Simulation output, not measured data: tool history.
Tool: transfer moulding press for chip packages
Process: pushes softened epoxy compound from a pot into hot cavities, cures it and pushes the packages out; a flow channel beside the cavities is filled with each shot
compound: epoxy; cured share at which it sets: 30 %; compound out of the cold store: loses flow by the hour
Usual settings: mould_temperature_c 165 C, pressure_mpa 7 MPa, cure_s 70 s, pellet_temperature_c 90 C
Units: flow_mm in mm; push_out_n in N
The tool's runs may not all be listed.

run    hour  mould_temperature_c  pressure_mpa  cure_s  pellet_temperature_c  incoming compound's hours out of the cold store  flow_mm  push_out_n
  1       0                  165             7      70                    90                                             35.1      618         507
       17.4  -- cavities cleaned with cleaning compound and waxed
  2    43.5                  165             7      70                    90                                             28.3      621         507
       61.4  -- cavities cleaned with cleaning compound and waxed
       93.1  -- mould's thermocouples calibrated
        107  -- cavities cleaned with cleaning compound and waxed
  3     107                  165             7     109                    90                                             37.6      577         275
      122.1  -- plunger's sealing rings changed
      157.8  -- cavities cleaned with cleaning compound and waxed
  4   169.6                  165             7     109                    90                                             20.8      678         344
      201.4  -- cavities cleaned with cleaning compound and waxed
  5   220.3                  165             7     109                    90                                               38      622         358
      246.9  -- cavities cleaned with cleaning compound and waxed
  6   260.1                  165             7      70                    90                                             19.7      666         409
      295.1  -- cavities cleaned with cleaning compound and waxed
  7   315.5                  165             7      70                    99                                             21.6      648         435
      344.2  -- cavities cleaned with cleaning compound and waxed
  8   367.6                  165             7      70                    99                                              8.2      671         476
      389.1  -- cavities cleaned with cleaning compound and waxed
  9   418.5                  165             7      70                    99                                             15.8      635         464
      433.4  -- cavities cleaned with cleaning compound and waxed
      480.6  -- cavities cleaned with cleaning compound and waxed
 10     484                  165             7      70                    90                                             39.4      570         360
        491  -- plunger's sealing rings changed
      531.3  -- cavities cleaned with cleaning compound and waxed
 11     559                  167             7      82                    90                                             43.2      602         412
      576.2  -- cavities cleaned with cleaning compound and waxed
      622.4  -- cavities cleaned with cleaning compound and waxed
 12   635.3                  164          6.45      96                    89                                             21.7      624         351
      666.3  -- cavities cleaned with cleaning compound and waxed
 13   695.3                  170          8.69      70                    90                                             23.7      694         402
      710.4  -- cavities cleaned with cleaning compound and waxed
 14   746.4                  170          8.69      70                    90                                             46.3      629         437
      756.8  -- cavities cleaned with cleaning compound and waxed
      801.2  -- cavities cleaned with cleaning compound and waxed
      826.4  -- mould's thermocouples calibrated
 15   830.1                  170          8.69      70                    90                                             19.2      676         391
      848.4  -- cavities cleaned with cleaning compound and waxed
      861.6  -- plunger's sealing rings changed
 16   874.7                  165             7     100                    98                                             26.7      670         370
      897.9  -- cavities cleaned with cleaning compound and waxed
      941.7  -- cavities cleaned with cleaning compound and waxed
 17   952.8                  165          8.59     100                    98                                             23.3      750         351
      987.5  -- cavities cleaned with cleaning compound and waxed
 18    1009                  165          8.59     100                    98                                             23.7      731         350
     1031.3  -- cavities cleaned with cleaning compound and waxed
 19  1068.1                  165          5.32      70                    90                                             38.9      523         499

Forecast each of these 4 alternatives for the next run:
     1074.8  -- cavities cleaned with cleaning compound and waxed
     1123.9  -- cavities cleaned with cleaning compound and waxed
  A  1132.2                  161          8.09      70                    93                                             25.5        ?           ?
     1074.8  -- cavities cleaned with cleaning compound and waxed
     1123.9  -- cavities cleaned with cleaning compound and waxed
  B  1132.2                  165          6.47      70                    90                                             31.4        ?           ?
     1074.8  -- cavities cleaned with cleaning compound and waxed
     1123.9  -- cavities cleaned with cleaning compound and waxed
  C  1132.2                  165          8.58      74                    97                                              9.7        ?           ?
     1074.8  -- cavities cleaned with cleaning compound and waxed
     1123.9  -- cavities cleaned with cleaning compound and waxed
  D  1132.2                  172          5.32      70                    88                                             17.2        ?           ?

run  flow_mm  push_out_n
  A      684         509
  B      584         385
  C      742         352
  D      544         311
Without the tool's hidden state the same runs would have given:
run  flow_mm  push_out_n
  A      742         430
  B      633         328
  C      804         300
  D      590         268
